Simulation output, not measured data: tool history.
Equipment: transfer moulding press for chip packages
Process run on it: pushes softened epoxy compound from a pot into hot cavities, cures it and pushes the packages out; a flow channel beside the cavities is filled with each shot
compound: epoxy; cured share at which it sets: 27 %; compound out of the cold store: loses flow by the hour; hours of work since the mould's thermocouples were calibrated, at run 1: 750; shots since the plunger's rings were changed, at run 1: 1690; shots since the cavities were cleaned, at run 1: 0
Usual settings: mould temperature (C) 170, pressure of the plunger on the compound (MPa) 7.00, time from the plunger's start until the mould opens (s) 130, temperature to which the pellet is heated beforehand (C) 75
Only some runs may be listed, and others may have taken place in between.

run     day  mould temperature (C)  pressure of the plunger on the compound (MPa)  time from the plunger's start until the mould opens (s)  temperature to which the pellet is heated beforehand (C)  hours of work since the mould's thermocouples were calibrated  shots since the plunger's rings were changed  shots since the cavities were cleaned  incoming compound's hours out of the cold store  length that the compound runs in the flow channel (mm)  greatest force on the pins that push the packages out (N)
  1   0.000                    170                                           7.00                                                      130                                                        75                                                            750                                          1690                                      0                                             20.2                                                     748                                                        352
  2   2.812                    170                                           7.00                                                      130                                                        84                                                            778                                          2133                                    443                                             24.7                                                     718                                                        489
  3   5.471                    170                                           7.23                                                      130                                                        84                                                            805                                          2551                                    861                                             27.0                                                     718                                                        556
      6.312  -- cavities cleaned with cleaning compound and waxed
      8.546  -- mould's thermocouples calibrated
  4   8.546                    170                                           7.23                                                      130                                                        84                                                              0                                          3012                                    338                                              9.6                                                     801                                                        713
  5  10.229                    170                                           7.00                                                      130                                                        84                                                             17                                          3277                                    603                                             12.5                                                     768                                                        736
     12.575  -- cavities cleaned with cleaning compound and waxed
  6  12.575                    170                                           7.00                                                      130                                                        66                                                             40                                          3637                                      0                                             12.3                                                     761                                                        380
     13.638  -- plunger's sealing rings changed
  7  14.521                    170                                           7.00                                                      130                                                        66                                                             58                                           139                                    290                                             39.7                                                     675                                                        459
     16.950  -- cavities cleaned with cleaning compound and waxed, once more
  8  17.004                    170                                           7.00                                                      130                                                        66                                                             83                                           520                                      8                                             20.3                                                     763                                                        353
  9  20.029                    170                                           7.00                                                      130                                                        66                                                            113                                           996                                    484                                              9.6                                                     818                                                        512
 10  22.483                    169                                           7.00                                                      130                                                        75                                                            138                                          1383                                    871                                             45.4                                                     638                                                        561
     23.083  -- cavities cleaned with cleaning compound and waxed
 11  25.750                    174                                           7.00                                                      132                                                        79                                                            170                                          1887                                    420                                             35.5                                                     670                                                        448
 12  27.433                    174                                           7.00                                                      132                                                        79                                                            187                                          2152                                    685                                             45.5                                                     624                                                        503
     29.212  -- cavities cleaned with cleaning compound and waxed
 13  30.800                    165                                           5.37                                                      149                                                        73                                                            220                                          2672                                    250                                             40.6                                                     569                                                        463
 14  33.546                    165                                           5.91                                                      133                                                        73                                                            248                                          3105                                    683                                              8.0                                                     741                                                        659
     35.488  -- cavities cleaned with cleaning compound and waxed
 15  36.938                    170                                           5.51                                                      130                                                        67                                                            282                                          3629                                    229                                             31.3                                                     600                                                        432
     38.258  -- plunger's sealing rings changed
 16  40.242                    170                                           5.51                                                      130                                                        67                                                            314                                           313                                    733                                             24.3                                                     662                                                        537
     41.854  -- cavities cleaned with cleaning compound and waxed
 17  41.912                    167                                           5.36                                                      130                                                        77                                                            330                                           566                                     10                                             40.5                                                     586                                                        384
 18  43.454                    170                                           7.32                                                      130                                                        80                                                            345                                           808                                    252                                             31.1                                                     724                                                        438

Branching from run 18: 5 alternative next runs. What would each branch give?
  A  45.112                    171                                           8.09                                                      130                                                        69                                                            362                                          1070                                    514                                             10.6                                                       ?                                                          ?
  B  45.112                    170                                           7.12                                                      130                                                        81                                                            362                                          1070                                    514                                             34.0                                                       ?                                                          ?
  C  45.112                    170                                           7.00                                                      125                                                        75                                                            362                                          1070                                    514                                             17.4                                                       ?                                                          ?
  D  45.112                    170                                           7.15                                                      150                                                        80                                                            362                                          1070                                    514                                             37.6                                                       ?                                                          ?
  E  45.112                    170                                           7.30                                                      138                                                        80                                                            362                                          1070                                    514                                             42.5                                                       ?                                                          ?

run  length that the compound runs in the flow channel (mm)  greatest force on the pins that push the packages out (N)
  A                                                     866                                                        509
  B                                                     695                                                        495
  C                                                     772                                                        540
  D                                                     683                                                        474
  E                                                     664                                                        491
With no hidden state in the tool, these same runs would have given:
run  length that the compound runs in the flow channel (mm)  greatest force on the pins that push the packages out (N)
  A                                                     883                                                        356
  B                                                     708                                                        345
  C                                                     787                                                        380
  D                                                     696                                                        328
  E                                                     677                                                        339
